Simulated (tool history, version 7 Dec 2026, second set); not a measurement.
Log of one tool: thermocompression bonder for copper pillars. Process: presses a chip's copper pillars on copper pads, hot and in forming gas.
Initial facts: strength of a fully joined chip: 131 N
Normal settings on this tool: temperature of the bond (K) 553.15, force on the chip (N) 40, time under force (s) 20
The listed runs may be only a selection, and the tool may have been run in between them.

run	hour	temperature of the bond (K)	force on the chip (N)	time under force (s)	force that shears a chip off (N)
1	0	553.15	40	20	77.5
2	10.2	553.15	40	20	76.7
3	18	553.15	40	20	76.7
4	29.6	553.15	40	20	76.7
5	39.1	562.15	40	20	82.5
# hour 48.9: forming gas filter changed
6	58	553.15	30	20	69
7	73	553.15	30	20	69.1
8	84.3	574.15	40	20	98.4
9	97.6	574.15	40	20	99.1
10	109.7	553.15	40	20	85.2
11	124	553.15	40	26	90.9
12	142.5	553.15	40	39	99.7
13	160	554.15	40	20	85.5
14	169.1	554.15	40	20	85
15	183.7	553.15	40	20	84.4
# hour 187.3: heater calibrated with a thermocouple chip
16	201.8	553.15	40	20	85.7
17	219.2	553.15	40	20	84.8
18	233	553.15	57	20	103.4
19	243.6	553.15	57	20	103.7
20	258	553.15	57	20	102.8
# hour 270.4: heater calibrated with a thermocouple chip, once more
21	275.8	575.15	41	47	108.1
22	284.4	537.15	40	21	64.7
23	295.6	537.15	40	21	64
24	304.1	535.15	34	22	55.3
25	316.9	553.15	44	35	92.3
26	328.4	524.15	41	35	67
27	339.3	524.15	41	35	66.7
28	357.6	544.15	40	20	67.6
29	368.8	568.15	38	13	71.8
30	386.2	575.15	26	20	66
31	402.5	575.15	26	20	65.4
32	410.5	577.15	40	13	79.7
33	428.5	577.15	54	13	95.1
34	439.8	561.15	37	13	64.9
35	453.9	553.15	32	34	73.5
36	461.6	548.15	46	11	63.5
37	472.8	524.15	39	25	56.8
38	490.7	524.15	39	25	56.3
39	498.5	572.15	33	55	97.4

What if the next run were any one of these 3? Each begins from the tool's condition after run 39:
A	517.3	580.15	40	20	?
B	517.3	553.15	47	35	?
C	517.3	572.15	33	12	?

run	force that shears a chip off (N)
A	90.1
B	92.9
C	64
Without the tool's unlogged condition, the same runs would have read:
run	force that shears a chip off (N)
A	97.4
B	100.4
C	69

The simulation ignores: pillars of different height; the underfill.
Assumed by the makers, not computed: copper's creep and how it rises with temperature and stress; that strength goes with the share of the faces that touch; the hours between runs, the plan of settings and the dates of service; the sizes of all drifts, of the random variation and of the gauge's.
